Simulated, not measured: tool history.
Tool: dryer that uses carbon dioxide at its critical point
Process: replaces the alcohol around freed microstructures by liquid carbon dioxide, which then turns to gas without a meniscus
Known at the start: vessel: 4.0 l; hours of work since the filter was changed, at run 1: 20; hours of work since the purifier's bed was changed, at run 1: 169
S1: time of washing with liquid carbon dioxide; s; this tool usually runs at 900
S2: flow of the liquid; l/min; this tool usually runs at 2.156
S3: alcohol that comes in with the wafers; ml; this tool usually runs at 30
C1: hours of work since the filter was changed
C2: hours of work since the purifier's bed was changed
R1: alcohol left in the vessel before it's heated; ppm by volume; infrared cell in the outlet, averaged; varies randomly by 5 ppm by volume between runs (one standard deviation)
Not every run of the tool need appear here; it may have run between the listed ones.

run	hour	S1	S2	S3	C1	C2	R1
1	0.0	900	2.156	30	20	169	46
2	14.0	900	2.156	30	26	174	53
3	26.9	900	2.156	30	31	180	48
4	40.8	900	2.156	30	36	185	52
5	58.5	900	2.156	110	43	192	109
6	74.9	900	2.156	110	50	199	102
7	93.1	900	2.156	28	57	206	51
8	102.8	900	2.156	28	61	210	62
9	116.0	900	2.156	28	66	215	61
10	125.6	900	2.156	28	70	219	61
11	135.1	900	2.156	28	74	222	72
12	152.4	900	2.156	45	80	229	60
13	160.2	900	2.156	45	83	232	74
14	170.5	900	2.156	45	88	236	65
15	183.7	900	2.156	45	93	242	71
16	192.4	900	2.156	45	96	245	74
17	206.2	900	2.156	45	102	251	77
18	222.6	900	2.156	45	108	257	71
19	238.7	900	2.156	33	115	263	69
20	247.0	900	2.156	33	118	267	70
21	254.6	1020	2.156	30	121	270	57
22	264.2	1020	2.156	30	125	274	63
23	274.8	1020	2.156	99	129	278	77
24	282.3	1020	2.156	99	132	281	78
25	295.0	1020	2.156	99	137	286	83

What will run 26 give?
26	305.8	900	2.156	28	141	290	?

Run 26 gave R1 68 ppm by volume.
Were there no unlogged condition in the tool, this run, its random variation unchanged, would have produced R1 15 ppm by volume.
